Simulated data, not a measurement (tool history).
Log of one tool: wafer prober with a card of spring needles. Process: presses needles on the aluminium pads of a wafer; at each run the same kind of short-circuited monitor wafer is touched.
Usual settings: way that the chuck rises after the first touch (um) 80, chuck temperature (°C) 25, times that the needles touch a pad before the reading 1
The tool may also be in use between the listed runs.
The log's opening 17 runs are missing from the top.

| run | hour | way that the chuck rises after the first touch (um) | chuck temperature (°C) | times that the needles touch a pad before the reading | resistance of one needle with its contact and lead (mohm) | way that a needle slides on the pad (um) |
|---|---|---|---|---|---|---|
|  | 166.8 | tips cleaned on abrasive film |
| 18 | 167.8 | 99 | 42 | 2 | 216 | 21.15 |
| 19 | 174.9 | 99 | 84 | 3 | 233 | 21.25 |
|  | 180.9 | tips cleaned on abrasive film |
| 20 | 184.5 | 88 | 84 | 2 | 229 | 18.63 |
|  | 195.3 | tips cleaned on abrasive film |
| 21 | 196.8 | 67 | 84 | 2 | 243 | 13.96 |
|  | 208.8 | tips cleaned on abrasive film |
| 22 | 211.5 | 72 | 89 | 2 | 244 | 15.04 |
|  | 222.7 | tips cleaned on abrasive film |
| 23 | 228 | 71 | 34 | 2 | 239 | 14.76 |
|  | 237.2 | tips cleaned on abrasive film |
| 24 | 245.5 | 73 | 70 | 2 | 258 | 15.47 |
|  | 252 | tips cleaned on abrasive film |
| 25 | 257 | 73 | 70 | 2 | 247 | 15.48 |
| 26 | 264.4 | 62 | 40 | 2 | 279 | 12.83 |
|  | 266.1 | tips cleaned on abrasive film |
| 27 | 275.1 | 78 | 82 | 1 | 278 | 16.44 |
|  | 279.9 | tips cleaned on abrasive film |
| 28 | 287.3 | 78 | 121 | 1 | 279 | 16.26 |
|  | 293.7 | tips cleaned on abrasive film |
| 29 | 303.4 | 90 | 121 | 1 | 274 | 18.94 |
|  | 307.4 | tips cleaned on abrasive film |
| 30 | 319 | 81 | 72 | 2 | 257 | 16.98 |
|  | 321.6 | tips cleaned on abrasive film |
| 31 | 332.5 | 81 | 72 | 2 | 255 | 16.95 |
|  | 335.8 | tips cleaned on abrasive film |
| 32 | 341.4 | 75 | 43 | 2 | 242 | 15.63 |
|  | 349.6 | tips cleaned on abrasive film |
| 33 | 350.8 | 72 | 41 | 2 | 224 | 14.92 |

Here are 4 independent what-if runs from the current tool condition. What would each one return?
|  | 364.1 | tips cleaned on abrasive film |
| A | 365.8 | 81 | 25 | 1 | ? | ? |
|  | 364.1 | tips cleaned on abrasive film |
| B | 365.8 | 80 | 43 | 2 | ? | ? |
|  | 364.1 | tips cleaned on abrasive film |
| C | 365.8 | 72 | 41 | 1 | ? | ? |
|  | 364.1 | tips cleaned on abrasive film |
| D | 365.8 | 80 | 25 | 1 | ? | ? |

| run | resistance of one needle with its contact and lead (mohm) | way that a needle slides on the pad (um) |
|---|---|---|
| A | 226 | 16.91 |
| B | 224 | 16.83 |
| C | 235 | 14.87 |
| D | 227 | 16.72 |
Take away the tool's hidden state, keep each run's random variation, and the runs would have read:
| run | resistance of one needle with its contact and lead (mohm) | way that a needle slides on the pad (um) |
|---|---|---|
| A | 209 | 17.86 |
| B | 213 | 17.79 |
| C | 214 | 15.82 |
| D | 209 | 17.68 |
